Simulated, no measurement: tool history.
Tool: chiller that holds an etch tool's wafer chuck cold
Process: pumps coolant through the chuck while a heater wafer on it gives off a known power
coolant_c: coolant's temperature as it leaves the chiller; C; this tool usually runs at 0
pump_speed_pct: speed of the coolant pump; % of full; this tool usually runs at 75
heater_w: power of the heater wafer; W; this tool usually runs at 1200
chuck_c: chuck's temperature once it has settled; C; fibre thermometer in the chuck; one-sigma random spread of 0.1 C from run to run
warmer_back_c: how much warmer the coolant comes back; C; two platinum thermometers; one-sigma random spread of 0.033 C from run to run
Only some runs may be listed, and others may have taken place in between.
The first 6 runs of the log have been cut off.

run,hour,coolant_c,pump_speed_pct,heater_w,hours since the coolant was changed and the channels were flushed,hours since the pump was overhauled,hours since the chiller's thermometer was calibrated,chuck_c,warmer_back_c
7,153.3,0,75,603,7694,935,5902,5.1,2.29
8,174.1,0,75,603,7715,956,5923,4.8,2.34
# hour 190.2: chiller's thermometer calibrated
9,198.9,0,75,1200,7739,979,9,10.2,4.59
10,220.2,0,75,1498,7760,1001,30,13.0,5.75
11,241.6,0,75,1498,7782,1022,51,13.0,5.76
# hour 250.6: chiller's thermometer calibrated, once more
12,258.2,0,75,922,7797,1038,8,8.7,3.54
13,282.1,0,75,922,7821,1062,31,8.5,3.53
14,303.6,0,75,1200,7842,1083,53,11.1,4.62
15,331.6,0,75,1200,7870,1111,81,11.1,4.58
16,355.9,0,75,1200,7895,1135,105,11.2,4.55
17,380.2,0,88,1200,7919,1160,130,10.2,3.90
18,411.5,9,72,909,7950,1191,161,17.8,3.70
19,432.2,9,72,909,7971,1212,182,17.6,3.65
20,455.0,-10,96,1122,7994,1235,204,-0.8,3.30
21,478.9,-10,96,1122,8018,1258,228,-1.1,3.35
22,513.0,-8,73,1200,8052,1293,262,3.3,4.75
23,547.5,2,62,1009,8086,1327,297,12.6,4.69
24,584.8,2,62,1194,8124,1364,334,14.5,5.57
25,620.4,2,62,1194,8159,1400,370,14.3,5.56
26,655.4,0,75,628,8194,1435,405,5.7,2.43
27,682.0,3,70,1021,8221,1462,431,12.6,4.27
28,706.9,-7,67,1200,8246,1486,456,4.9,5.19
29,741.7,-6,77,1077,8281,1521,491,3.9,4.05
30,779.4,-5,86,690,8318,1559,529,0.8,2.36
31,797.2,6,81,936,8336,1577,547,14.4,3.34

Here are 3 independent what-if runs from the current tool condition. What would each one return?
A,829.3,7,80,1416,8368,1609,579,?,?
B,829.3,6,81,1536,8368,1609,579,?,?
C,829.3,-5,75,853,8368,1609,579,?,?

run,chuck_c,warmer_back_c
A,19.8,5.14
B,19.6,5.53
C,2.9,3.39
What these runs would have given with no unlogged condition in the tool:
run,chuck_c,warmer_back_c
A,17.7,5.01
B,17.3,5.38
C,1.7,3.30
